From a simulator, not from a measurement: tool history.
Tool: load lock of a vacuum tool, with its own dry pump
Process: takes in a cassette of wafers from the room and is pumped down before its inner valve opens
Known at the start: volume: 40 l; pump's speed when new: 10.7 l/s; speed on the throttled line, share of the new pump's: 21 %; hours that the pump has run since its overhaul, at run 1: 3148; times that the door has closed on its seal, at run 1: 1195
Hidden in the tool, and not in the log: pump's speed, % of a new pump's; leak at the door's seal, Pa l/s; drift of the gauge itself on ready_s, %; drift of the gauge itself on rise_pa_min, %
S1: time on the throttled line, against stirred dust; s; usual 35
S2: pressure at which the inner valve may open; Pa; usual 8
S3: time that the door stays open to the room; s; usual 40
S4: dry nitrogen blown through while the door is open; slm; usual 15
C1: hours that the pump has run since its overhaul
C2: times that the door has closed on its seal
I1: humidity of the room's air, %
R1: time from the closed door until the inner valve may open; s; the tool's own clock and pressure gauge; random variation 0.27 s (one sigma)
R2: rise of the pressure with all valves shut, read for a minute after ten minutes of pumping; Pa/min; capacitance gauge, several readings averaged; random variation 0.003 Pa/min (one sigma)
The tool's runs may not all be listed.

| run | day | S1 | S2 | S3 | S4 | C1 | C2 | I1 | R1 | R2 |
|---|---|---|---|---|---|---|---|---|---|---|
| 1 | 0.000 | 35 | 8 | 40 | 15 | 3148 | 1195 | 47.8 | 63.3 | 0.028 |
| 2 | 1.675 | 35 | 8 | 40 | 15 | 3189 | 1292 | 46.3 | 63.6 | 0.022 |
| 3 | 3.296 | 35 | 8 | 45 | 15 | 3228 | 1386 | 46.2 | 63.3 | 0.033 |
| 4 | 5.454 | 35 | 8 | 40 | 15 | 3279 | 1510 | 45.2 | 63.4 | 0.028 |
| 5 | 7.921 | 35 | 8 | 114 | 15 | 3339 | 1653 | 41.7 | 64.1 | 0.042 |
| 6 | 10.642 | 35 | 8 | 114 | 15 | 3404 | 1810 | 50.2 | 63.9 | 0.041 |
| 7 | 12.317 | 35 | 8 | 114 | 31 | 3444 | 1907 | 44.3 | 63.9 | 0.039 |
| 8 | 14.025 | 35 | 8 | 114 | 6 | 3485 | 2006 | 48.0 | 63.0 | 0.060 |
| 9 | 16.196 | 35 | 9 | 40 | 10 | 3537 | 2131 | 44.6 | 63.2 | 0.039 |
| 10 | 19.917 | 35 | 9 | 40 | 10 | 3626 | 2346 | 44.8 | 63.0 | 0.043 |
| 11 | 22.512 | 33 | 7 | 57 | 14 | 3689 | 2496 | 43.8 | 63.1 | 0.038 |
| 12 | 25.429 | 39 | 7 | 40 | 15 | 3759 | 2665 | 44.0 | 67.7 | 0.042 |
| 13 | 27.083 | 35 | 8 | 238 | 15 | 3798 | 2761 | 43.4 | 63.6 | 0.065 |
| 14 | 29.462 | 35 | 7 | 152 | 5 | 3856 | 2898 | 48.2 | 64.4 | 0.084 |
| 15 | 32.346 | 55 | 7 | 152 | 5 | 3925 | 3065 | 45.2 | 79.5 | 0.077 |
| 16 | 35.646 | 37 | 8 | 177 | 15 | 4004 | 3256 | 47.9 | 65.5 | 0.066 |

3 ways to go on from here, each from the tool as it stands after run 16. What would each give?
| A | 37.975 | 33 | 9 | 175 | 15 | 4060 | 3390 | 47.8 | ? | ? |
| B | 37.975 | 62 | 8 | 177 | 15 | 4060 | 3390 | 46.1 | ? | ? |
| C | 37.975 | 37 | 11 | 177 | 15 | 4060 | 3390 | 42.0 | ? | ? |

| run | R1 | R2 |
|---|---|---|
| A | 62.0 | 0.072 |
| B | 85.3 | 0.066 |
| C | 64.2 | 0.071 |
Without the tool's hidden state the same runs would have given:
| run | R1 | R2 |
|---|---|---|
| A | 61.4 | 0.034 |
| B | 84.8 | 0.028 |
| C | 63.7 | 0.032 |
